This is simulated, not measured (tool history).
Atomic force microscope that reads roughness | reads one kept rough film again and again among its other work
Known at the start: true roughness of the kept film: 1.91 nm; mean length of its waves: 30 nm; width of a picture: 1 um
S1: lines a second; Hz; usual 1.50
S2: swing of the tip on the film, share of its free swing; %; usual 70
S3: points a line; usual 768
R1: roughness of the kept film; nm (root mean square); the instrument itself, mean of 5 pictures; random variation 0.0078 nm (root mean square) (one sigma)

run 1 hour=0.0 | S1=1.50 S2=70 S3=768 | R1=1.621
run 2 hour=7.4 | S1=1.50 S2=84 S3=768 | R1=1.482
run 3 hour=15.1 | S1=1.50 S2=70 S3=768 | R1=1.615
run 4 hour=22.9 | S1=1.50 S2=70 S3=768 | R1=1.603
run 5 hour=31.8 | S1=1.50 S2=70 S3=768 | R1=1.613
run 6 hour=43.8 | S1=1.50 S2=70 S3=768 | R1=1.603
run 7 hour=57.3 | S1=1.50 S2=70 S3=707 | R1=1.605
run 8 hour=64.2 | S1=1.50 S2=70 S3=707 | R1=1.604
run 9 hour=72.8 | S1=1.50 S2=70 S3=707 | R1=1.596
run 10 hour=79.1 | S1=1.50 S2=85 S3=768 | R1=1.451
run 11 hour=94.0 | S1=1.50 S2=85 S3=768 | R1=1.466
run 12 hour=105.4 | S1=1.50 S2=85 S3=768 | R1=1.464
run 13 hour=113.6 | S1=1.50 S2=70 S3=768 | R1=1.603
run 14 hour=129.2 | S1=1.50 S2=70 S3=768 | R1=1.578
run 15 hour=139.2 | S1=1.50 S2=70 S3=305 | R1=1.561
run 16 hour=149.3 | S1=1.50 S2=70 S3=305 | R1=1.564
run 17 hour=161.5 | S1=1.06 S2=70 S3=768 | R1=1.621
run 18 hour=168.1 | S1=1.50 S2=70 S3=326 | R1=1.573
run 19 hour=183.2 | S1=1.50 S2=70 S3=266 | R1=1.541
run 20 hour=197.3 | S1=0.51 S2=57 S3=270 | R1=1.654
run 21 hour=209.7 | S1=0.51 S2=57 S3=359 | R1=1.652
run 22 hour=222.7 | S1=0.67 S2=73 S3=570 | R1=1.626
run 23 hour=234.6 | S1=3.97 S2=65 S3=261 | R1=1.428
-- hour=237.0 new tip fitted
run 24 hour=244.0 | S1=1.50 S2=70 S3=342 | R1=1.645
run 25 hour=257.8 | S1=0.52 S2=67 S3=342 | R1=1.719
run 26 hour=268.5 | S1=3.93 S2=81 S3=768 | R1=1.288
run 27 hour=278.2 | S1=1.37 S2=61 S3=768 | R1=1.688
run 28 hour=292.3 | S1=1.20 S2=61 S3=297 | R1=1.685
run 29 hour=301.7 | S1=0.81 S2=58 S3=402 | R1=1.729
run 30 hour=315.5 | S1=0.81 S2=58 S3=402 | R1=1.716
run 31 hour=329.6 | S1=0.81 S2=58 S3=402 | R1=1.710
run 32 hour=339.0 | S1=1.63 S2=81 S3=984 | R1=1.521
run 33 hour=350.4 | S1=1.09 S2=57 S3=280 | R1=1.680
run 34 hour=358.4 | S1=1.09 S2=80 S3=890 | R1=1.593
run 35 hour=367.2 | S1=1.50 S2=70 S3=684 | R1=1.610

The same runs without the tool's hidden state, with the same run-to-run variation:
The hidden state here: radius of the tip, nm; height scale over the true one, %; drift of the gauge itself on roughness_nm, %.
run=1 R1=1.666
run=2 R1=1.525
run=3 R1=1.663
run=4 R1=1.654
run=5 R1=1.665
run=6 R1=1.659
run=7 R1=1.665
run=8 R1=1.665
run=9 R1=1.659
run=10 R1=1.510
run=11 R1=1.529
run=12 R1=1.529
run=13 R1=1.676
run=14 R1=1.655
run=15 R1=1.640
run=16 R1=1.645
run=17 R1=1.709
run=18 R1=1.659
run=19 R1=1.630
run=20 R1=1.753
run=21 R1=1.755
run=22 R1=1.730
run=23 R1=1.523
run=24 R1=1.660
run=25 R1=1.740
run=26 R1=1.305
run=27 R1=1.714
run=28 R1=1.715
run=29 R1=1.762
run=30 R1=1.752
run=31 R1=1.750
run=32 R1=1.559
run=33 R1=1.725
run=34 R1=1.638
run=35 R1=1.657

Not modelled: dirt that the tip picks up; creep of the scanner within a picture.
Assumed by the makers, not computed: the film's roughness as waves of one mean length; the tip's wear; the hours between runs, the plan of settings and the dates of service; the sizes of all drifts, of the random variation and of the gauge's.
